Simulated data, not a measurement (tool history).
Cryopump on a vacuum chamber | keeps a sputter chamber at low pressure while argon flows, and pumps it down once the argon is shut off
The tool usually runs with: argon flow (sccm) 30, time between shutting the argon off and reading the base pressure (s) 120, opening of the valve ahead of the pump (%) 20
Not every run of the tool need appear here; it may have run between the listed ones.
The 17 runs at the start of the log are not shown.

run     day  argon flow (sccm)  time between shutting the argon off and reading the base pressure (s)  opening of the valve ahead of the pump (%)  hours of work since the pump was warmed up and emptied  hours of work since the cold head was overhauled  hours of work since the chamber's fittings were tightened  pressure while argon flows (Pa)  pressure after the wait (uPa)
 18   11.05                 30                                                                    120                                          44                                                     480                                               480                                                       1100                           0.0589                           0.95
 19  11.692                 48                                                                    170                                          35                                                     490                                               490                                                       1111                           0.1152                           0.86
 20  12.154                 33                                                                    120                                          20                                                     498                                               498                                                       1118                           0.1362                           0.99
 21  12.558                 33                                                                    120                                          20                                                     504                                               504                                                       1124                            0.137                           0.96
 22  13.125                 30                                                                     21                                          32                                                     513                                               513                                                       1134                           0.0785                           2.49
 23  13.621                 42                                                                    120                                          21                                                     521                                               521                                                       1142                           0.1658                           0.97
 24  14.246                 49                                                                    120                                          46                                                     532                                               532                                                       1152                           0.0915                           0.94
 25  14.938                 49                                                                    120                                          46                                                     543                                               543                                                       1163                           0.0917                              1
 26  15.321                 60                                                                    120                                          36                                                     549                                               549                                                       1169                           0.1404                           1.04
 27  16.217                 51                                                                    246                                          26                                                     563                                               563                                                       1183                           0.1641                           0.85
 28  16.921                 21                                                                     42                                          27                                                     575                                               575                                                       1195                            0.064                           1.66
 29  17.654                 21                                                                     42                                          27                                                     586                                               586                                                       1207                           0.0644                           1.61
 30  18.475                 21                                                                     42                                          17                                                     600                                               600                                                       1220                           0.1025                           1.57
 31  18.933                 21                                                                    170                                          17                                                     607                                               607                                                       1227                           0.1026                           0.89
 32  19.529                 15                                                                    127                                          17                                                     617                                               617                                                       1237                           0.0738                           1.03
 33  20.025                 40                                                                    120                                          22                                                     625                                               625                                                       1245                           0.1519                           1.05
 34  20.888                 17                                                                     34                                          41                                                     639                                               639                                                       1259                           0.0358                           1.89
 35   21.65                 17                                                                    144                                          23                                                     651                                               651                                                       1271                           0.0622                           1.01

Here are 3 independent what-if runs from the current tool condition. What would each one return?
  A  22.529                 52                                                                     82                                          20                                                     665                                               665                                                       1285                                ?                              ?
  B  22.529                 30                                                                    120                                          26                                                     665                                               665                                                       1285                                ?                              ?
  C  22.529                 20                                                                    144                                          23                                                     665                                               665                                                       1285                                ?                              ?

run  pressure while argon flows (Pa)  pressure after the wait (uPa)
  A                           0.2159                           1.24
  B                           0.0969                           1.02
  C                            0.073                           0.99
With no hidden state in the tool, these same runs would have given:
run  pressure while argon flows (Pa)  pressure after the wait (uPa)
  A                            0.209                           0.64
  B                           0.0928                           0.42
  C                           0.0704                           0.38
